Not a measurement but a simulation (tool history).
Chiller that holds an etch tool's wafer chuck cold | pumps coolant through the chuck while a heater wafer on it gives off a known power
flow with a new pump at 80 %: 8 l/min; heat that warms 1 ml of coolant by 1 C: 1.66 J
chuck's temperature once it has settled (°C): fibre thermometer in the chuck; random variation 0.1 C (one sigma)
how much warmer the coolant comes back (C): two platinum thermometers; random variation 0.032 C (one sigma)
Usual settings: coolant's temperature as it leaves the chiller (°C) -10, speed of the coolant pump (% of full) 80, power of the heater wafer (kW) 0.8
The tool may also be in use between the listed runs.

run,hour,coolant's temperature as it leaves the chiller (°C),speed of the coolant pump (% of full),power of the heater wafer (kW),chuck's temperature once it has settled (°C),how much warmer the coolant comes back (C)
1,0,-10,80,0.8,-0.7,3.61
2,18,-10,79,0.8,-0.4,3.69
3,31.5,-10,80,0.855,0,3.84
4,53.4,-10,80,0.855,0.1,3.87
5,76.4,-10,80,0.855,-0.1,3.84
6,90.1,-10,80,0.855,-0.1,3.88
7,108,-10,80,0.855,0.1,3.87
8,132,-18,80,1.043,-5.7,4.8
9,152.6,-18,80,1.043,-5.7,4.79
10,165.9,-18,80,1.043,-5.8,4.82
11,196.7,-18,80,1.043,-5.7,4.78
12,219,-18,80,1.043,-5.9,4.79
13,236.1,-12,85,1.043,-0.3,4.58
14,264.2,-10,80,0.953,1.2,4.4

Forecast each of these 4 alternatives for the next run:
A,290.3,-5,95,0.729,?,?
B,290.3,-16,78,0.8,?,?
C,290.3,-10,84,1.095,?,?
D,290.3,-1,93,0.953,?,?

run,chuck's temperature once it has settled (°C),how much warmer the coolant comes back (C)
A,2.6,2.91
B,-6.4,3.84
C,2.4,4.88
D,8.9,3.83
Without the tool's hidden state the same runs would have given:
run,chuck's temperature once it has settled (°C),how much warmer the coolant comes back (C)
A,2.6,2.76
B,-6.4,3.7
C,2.3,4.73
D,8.9,3.68
